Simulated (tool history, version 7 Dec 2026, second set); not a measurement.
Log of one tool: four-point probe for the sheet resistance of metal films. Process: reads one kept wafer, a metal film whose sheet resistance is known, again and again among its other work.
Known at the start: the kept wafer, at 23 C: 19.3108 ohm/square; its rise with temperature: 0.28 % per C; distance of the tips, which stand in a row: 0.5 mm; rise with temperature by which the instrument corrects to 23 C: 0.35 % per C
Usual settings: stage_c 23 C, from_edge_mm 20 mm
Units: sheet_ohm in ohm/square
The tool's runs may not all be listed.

{"run": 1, "hour": 0.0, "stage_c": 23, "from_edge_mm": 20, "sheet_ohm": 19.316258}
{"run": 2, "hour": 43.6, "stage_c": 23, "from_edge_mm": 20, "sheet_ohm": 19.320289}
{"run": 3, "hour": 116.8, "stage_c": 28, "from_edge_mm": 20, "sheet_ohm": 19.252056}
{"run": 4, "hour": 206.4, "stage_c": 23, "from_edge_mm": 6, "sheet_ohm": 19.383626}
{"run": 5, "hour": 302.8, "stage_c": 23, "from_edge_mm": 14, "sheet_ohm": 19.329701}
{"run": 6, "hour": 366.0, "stage_c": 23, "from_edge_mm": 14, "sheet_ohm": 19.325261}
{"run": 7, "hour": 451.2, "stage_c": 23, "from_edge_mm": 14, "sheet_ohm": 19.322911}
{"run": 8, "hour": 505.5, "stage_c": 23, "from_edge_mm": 20, "sheet_ohm": 19.325333}
{"run": 9, "hour": 600.0, "stage_c": 23, "from_edge_mm": 20, "sheet_ohm": 19.323348}
{"run": 10, "hour": 650.4, "stage_c": 31, "from_edge_mm": 20, "sheet_ohm": 19.212173}
{"run": 11, "hour": 707.7, "stage_c": 31, "from_edge_mm": 20, "sheet_ohm": 19.209596}
{"run": 12, "hour": 781.9, "stage_c": 31, "from_edge_mm": 20, "sheet_ohm": 19.204695}
{"run": 13, "hour": 878.2, "stage_c": 31, "from_edge_mm": 20, "sheet_ohm": 19.210096}
{"run": 14, "hour": 947.8, "stage_c": 31, "from_edge_mm": 20, "sheet_ohm": 19.202176}
{"run": 15, "hour": 1009.5, "stage_c": 23, "from_edge_mm": 20, "sheet_ohm": 19.316271}
{"run": 16, "hour": 1112.8, "stage_c": 23, "from_edge_mm": 20, "sheet_ohm": 19.319409}
{"run": 17, "hour": 1203.2, "stage_c": 23, "from_edge_mm": 20, "sheet_ohm": 19.31548}
{"run": 18, "hour": 1258.6, "stage_c": 25, "from_edge_mm": 20, "sheet_ohm": 19.293361}
{"run": 19, "hour": 1343.9, "stage_c": 33, "from_edge_mm": 12, "sheet_ohm": 19.195213}
{"run": 20, "hour": 1440.9, "stage_c": 21, "from_edge_mm": 68, "sheet_ohm": 19.348715}
{"run": 21, "hour": 1526.4, "stage_c": 21, "from_edge_mm": 68, "sheet_ohm": 19.343922}
{"run": 22, "hour": 1598.4, "stage_c": 31, "from_edge_mm": 7, "sheet_ohm": 19.25534}
{"run": 23, "hour": 1681.7, "stage_c": 20, "from_edge_mm": 63, "sheet_ohm": 19.35831}
{"run": 24, "hour": 1780.9, "stage_c": 25, "from_edge_mm": 5, "sheet_ohm": 19.381672}
{"run": 25, "hour": 1856.1, "stage_c": 25, "from_edge_mm": 5, "sheet_ohm": 19.38291}
{"run": 26, "hour": 1898.3, "stage_c": 34, "from_edge_mm": 23, "sheet_ohm": 19.163599}
{"run": 27, "hour": 1944.6, "stage_c": 34, "from_edge_mm": 23, "sheet_ohm": 19.159213}
{"run": 28, "hour": 2039.5, "stage_c": 18, "from_edge_mm": 15, "sheet_ohm": 19.39716}
{"run": 29, "hour": 2128.9, "stage_c": 18, "from_edge_mm": 9, "sheet_ohm": 19.417737}
{"run": 30, "hour": 2188.1, "stage_c": 30, "from_edge_mm": 39, "sheet_ohm": 19.21482}
{"run": 31, "hour": 2233.5, "stage_c": 30, "from_edge_mm": 10, "sheet_ohm": 19.23637}
{"hour": 2255.2, "done": "stage's thermometer calibrated"}
{"run": 32, "hour": 2290.5, "stage_c": 30, "from_edge_mm": 10, "sheet_ohm": 19.238847}
{"run": 33, "hour": 2374.1, "stage_c": 32, "from_edge_mm": 30, "sheet_ohm": 19.184641}
{"run": 34, "hour": 2433.0, "stage_c": 32, "from_edge_mm": 62, "sheet_ohm": 19.187089}
{"run": 35, "hour": 2516.2, "stage_c": 32, "from_edge_mm": 62, "sheet_ohm": 19.188025}

5 ways to go on from here, each from the tool as it stands after run 35. What would each give?
{"run": "A", "hour": 2567.2, "stage_c": 29, "from_edge_mm": 5, "sheet_ohm": "?"}
{"run": "B", "hour": 2567.2, "stage_c": 18, "from_edge_mm": 16, "sheet_ohm": "?"}
{"run": "C", "hour": 2567.2, "stage_c": 31, "from_edge_mm": 10, "sheet_ohm": "?"}
{"run": "D", "hour": 2567.2, "stage_c": 21, "from_edge_mm": 62, "sheet_ohm": "?"}
{"run": "E", "hour": 2567.2, "stage_c": 35, "from_edge_mm": 31, "sheet_ohm": "?"}

run=A sheet_ohm=19.334414
run=B sheet_ohm=19.400933
run=C sheet_ohm=19.228218
run=D sheet_ohm=19.348092
run=E sheet_ohm=19.149014
Without the tool's hidden state the same runs would have given:
run=A sheet_ohm=19.331701
run=B sheet_ohm=19.398211
run=C sheet_ohm=19.225519
run=D sheet_ohm=19.345377
run=E sheet_ohm=19.146326

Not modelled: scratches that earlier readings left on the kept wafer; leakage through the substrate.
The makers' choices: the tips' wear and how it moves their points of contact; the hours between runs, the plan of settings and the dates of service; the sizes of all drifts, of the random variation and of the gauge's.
